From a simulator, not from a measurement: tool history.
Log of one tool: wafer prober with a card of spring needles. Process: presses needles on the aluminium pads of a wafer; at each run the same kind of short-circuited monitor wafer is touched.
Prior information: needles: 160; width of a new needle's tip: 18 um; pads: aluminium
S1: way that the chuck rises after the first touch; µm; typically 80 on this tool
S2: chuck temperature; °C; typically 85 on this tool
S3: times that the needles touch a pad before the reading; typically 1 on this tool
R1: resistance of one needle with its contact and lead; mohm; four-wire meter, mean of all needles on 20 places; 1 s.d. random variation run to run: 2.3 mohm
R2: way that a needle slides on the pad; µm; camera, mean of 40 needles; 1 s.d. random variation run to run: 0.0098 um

{"run": 1, "hour": 0.0, "S1": 80, "S2": 85, "S3": 1, "R1": 255, "R2": 15.033}
{"run": 2, "hour": 6.1, "S1": 80, "S2": 85, "S3": 2, "R1": 255, "R2": 15.016}
{"hour": 14.1, "done": "tips cleaned on abrasive film"}
{"run": 3, "hour": 14.1, "S1": 80, "S2": 85, "S3": 2, "R1": 248, "R2": 15.027}
{"run": 4, "hour": 21.0, "S1": 94, "S2": 85, "S3": 1, "R1": 252, "R2": 17.632}
{"run": 5, "hour": 34.6, "S1": 94, "S2": 85, "S3": 1, "R1": 252, "R2": 17.585}
{"hour": 41.6, "done": "tips cleaned on abrasive film"}
{"run": 6, "hour": 44.4, "S1": 94, "S2": 85, "S3": 1, "R1": 250, "R2": 17.594}
{"run": 7, "hour": 56.8, "S1": 80, "S2": 85, "S3": 3, "R1": 254, "R2": 14.939}
{"run": 8, "hour": 64.4, "S1": 67, "S2": 85, "S3": 1, "R1": 264, "R2": 12.497}
{"hour": 69.1, "done": "tips cleaned on abrasive film"}
{"hour": 74.0, "done": "height of the first contact set anew"}
{"run": 9, "hour": 77.6, "S1": 86, "S2": 85, "S3": 1, "R1": 251, "R2": 15.99}
{"run": 10, "hour": 89.4, "S1": 86, "S2": 85, "S3": 2, "R1": 255, "R2": 15.985}
{"hour": 96.7, "done": "tips cleaned on abrasive film"}
{"run": 11, "hour": 97.2, "S1": 63, "S2": 85, "S3": 1, "R1": 256, "R2": 11.671}
{"run": 12, "hour": 105.2, "S1": 80, "S2": 85, "S3": 1, "R1": 252, "R2": 14.85}
{"run": 13, "hour": 111.5, "S1": 80, "S2": 85, "S3": 1, "R1": 256, "R2": 14.811}
{"hour": 124.2, "done": "tips cleaned on abrasive film"}
{"run": 14, "hour": 124.6, "S1": 80, "S2": 85, "S3": 1, "R1": 254, "R2": 14.777}
{"run": 15, "hour": 139.2, "S1": 80, "S2": 85, "S3": 1, "R1": 259, "R2": 14.755}
{"hour": 146.6, "done": "gauge calibrated"}
{"run": 16, "hour": 148.4, "S1": 80, "S2": 85, "S3": 1, "R1": 255, "R2": 15.048}
{"hour": 151.7, "done": "tips cleaned on abrasive film"}
{"run": 17, "hour": 159.8, "S1": 80, "S2": 85, "S3": 1, "R1": 253, "R2": 15.009}
{"run": 18, "hour": 172.4, "S1": 80, "S2": 85, "S3": 3, "R1": 258, "R2": 14.996}
{"hour": 178.7, "done": "tips cleaned on abrasive film"}
{"run": 19, "hour": 180.5, "S1": 80, "S2": 85, "S3": 3, "R1": 254, "R2": 14.97}
{"run": 20, "hour": 194.8, "S1": 80, "S2": 85, "S3": 3, "R1": 255, "R2": 14.955}
{"run": 21, "hour": 202.3, "S1": 67, "S2": 96, "S3": 3, "R1": 259, "R2": 12.517}
{"hour": 205.8, "done": "tips cleaned on abrasive film"}
{"run": 22, "hour": 213.8, "S1": 66, "S2": 37, "S3": 2, "R1": 244, "R2": 12.289}
{"run": 23, "hour": 227.6, "S1": 61, "S2": 71, "S3": 2, "R1": 253, "R2": 11.353}
{"hour": 233.0, "done": "tips cleaned on abrasive film"}
{"run": 24, "hour": 237.4, "S1": 61, "S2": 71, "S3": 2, "R1": 261, "R2": 11.331}
{"run": 25, "hour": 249.2, "S1": 61, "S2": 83, "S3": 2, "R1": 258, "R2": 11.314}
{"run": 26, "hour": 257.3, "S1": 93, "S2": 30, "S3": 2, "R1": 236, "R2": 17.219}
{"hour": 259.8, "done": "tips cleaned on abrasive film"}
{"run": 27, "hour": 269.7, "S1": 77, "S2": 46, "S3": 2, "R1": 246, "R2": 14.232}
{"run": 28, "hour": 277.6, "S1": 67, "S2": 66, "S3": 2, "R1": 249, "R2": 12.385}
{"run": 29, "hour": 285.5, "S1": 67, "S2": 66, "S3": 2, "R1": 257, "R2": 12.354}
{"hour": 287.6, "done": "tips cleaned on abrasive film"}
{"run": 30, "hour": 297.8, "S1": 61, "S2": 98, "S3": 1, "R1": 255, "R2": 11.222}
{"hour": 302.6, "done": "height of the first contact set anew"}
{"run": 31, "hour": 307.4, "S1": 81, "S2": 117, "S3": 1, "R1": 262, "R2": 14.904}
{"hour": 315.1, "done": "tips cleaned on abrasive film"}
{"run": 32, "hour": 315.1, "S1": 85, "S2": 47, "S3": 1, "R1": 242, "R2": 15.627}
{"run": 33, "hour": 329.1, "S1": 96, "S2": 76, "S3": 1, "R1": 249, "R2": 17.579}
{"run": 34, "hour": 339.9, "S1": 72, "S2": 92, "S3": 1, "R1": 261, "R2": 13.175}
{"hour": 341.9, "done": "tips cleaned on abrasive film"}
{"run": 35, "hour": 346.2, "S1": 63, "S2": 122, "S3": 2, "R1": 272, "R2": 11.524}

What if the next run were any one of these 3? Each begins from the tool's condition after run 35:
{"run": "A", "hour": 352.4, "S1": 63, "S2": 78, "S3": 2, "R1": "?", "R2": "?"}
{"run": "B", "hour": 352.4, "S1": 82, "S2": 122, "S3": 2, "R1": "?", "R2": "?"}
{"run": "C", "hour": 352.4, "S1": 63, "S2": 106, "S3": 2, "R1": "?", "R2": "?"}

run=A R1=257 R2=11.489
run=B R1=262 R2=14.988
run=C R1=263 R2=11.497
Without the tool's hidden state the same runs would have given:
run=A R1=257 R2=11.841
run=B R1=262 R2=15.447
run=C R1=263 R2=11.849

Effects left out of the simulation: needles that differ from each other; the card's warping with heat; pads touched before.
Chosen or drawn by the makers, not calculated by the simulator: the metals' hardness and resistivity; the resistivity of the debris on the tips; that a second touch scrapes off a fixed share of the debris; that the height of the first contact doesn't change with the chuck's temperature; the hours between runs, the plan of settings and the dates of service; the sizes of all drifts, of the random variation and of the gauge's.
